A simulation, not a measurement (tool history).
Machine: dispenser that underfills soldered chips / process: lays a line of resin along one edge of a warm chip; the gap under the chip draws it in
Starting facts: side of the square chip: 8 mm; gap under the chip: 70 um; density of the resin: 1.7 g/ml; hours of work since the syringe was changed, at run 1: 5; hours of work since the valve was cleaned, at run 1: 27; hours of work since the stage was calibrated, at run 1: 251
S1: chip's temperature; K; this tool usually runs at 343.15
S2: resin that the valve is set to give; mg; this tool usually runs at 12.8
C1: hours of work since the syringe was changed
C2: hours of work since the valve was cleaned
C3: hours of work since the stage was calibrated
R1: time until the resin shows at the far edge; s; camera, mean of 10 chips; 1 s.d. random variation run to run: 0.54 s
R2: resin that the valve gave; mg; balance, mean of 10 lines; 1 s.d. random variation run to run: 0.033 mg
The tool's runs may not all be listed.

run,day,S1,S2,C1,C2,C3,R1,R2
1,0.000,343.15,12.8,5,27,251,68.1,12.60
# day 0.108: new syringe of resin
2,0.400,343.15,12.3,5,33,257,64.5,12.11
# day 0.538: new syringe of resin
3,0.604,343.15,12.3,1,36,260,48.3,12.20
# day 1.000: new syringe of resin
4,1.042,343.15,12.3,1,43,267,44.7,12.17
# day 1.433: new syringe of resin
5,1.438,343.15,13.8,0,49,273,42.8,13.53
# day 1.658: dispensing valve cleaned and set on the balance
6,1.771,343.15,13.8,5,2,278,63.2,13.70
# day 1.917: new syringe of resin
7,2.196,343.15,12.2,5,9,285,64.7,12.15
# day 2.358: new syringe of resin
8,2.512,343.15,12.2,3,13,290,54.1,12.05
9,2.704,343.15,12.8,6,17,293,70.7,12.71
# day 2.808: new syringe of resin
10,2.983,339.15,12.8,3,21,297,66.8,12.66
11,3.171,339.15,12.8,6,24,300,88.1,12.72
# day 3.242: new syringe of resin
12,3.362,347.15,13.9,2,27,303,40.4,13.66
# day 3.671: new syringe of resin
13,3.671,347.15,13.8,0,32,308,33.8,13.63
14,4.071,343.15,16.0,7,38,314,73.4,15.76
# day 4.121: new syringe of resin
15,4.446,355.15,12.4,5,44,320,38.2,12.22
# day 4.579: new syringe of resin
16,4.838,355.15,12.4,4,50,326,33.1,12.18
# day 5.033: dispensing valve cleaned and set on the balance
# day 5.083: new syringe of resin
17,5.192,355.15,12.4,2,2,331,26.5,12.28
# day 5.525: new syringe of resin
18,5.612,335.15,13.5,1,9,338,73.5,13.42
19,5.900,344.15,12.4,6,14,342,69.5,12.35
# day 5.967: new syringe of resin
20,6.158,329.15,13.1,3,18,346,122.2,13.00
# day 6.400: new syringe of resin
21,6.412,329.15,13.1,0,22,350,95.8,13.02

3 options for the next run, each taken on its own from the tool as it stands now. Forecast them:
A,6.679,350.15,12.3,5,26,355,?,?
B,6.679,348.15,16.1,5,26,355,?,?
C,6.679,344.15,12.8,5,26,355,?,?

run,R1,R2
A,44.5,12.16
B,49.6,15.96
C,61.4,12.71
With the hidden condition removed and each run's random variation left untouched, the same runs would have given:
run,R1,R2
A,31.1,12.28
B,34.8,16.12
C,43.1,12.84
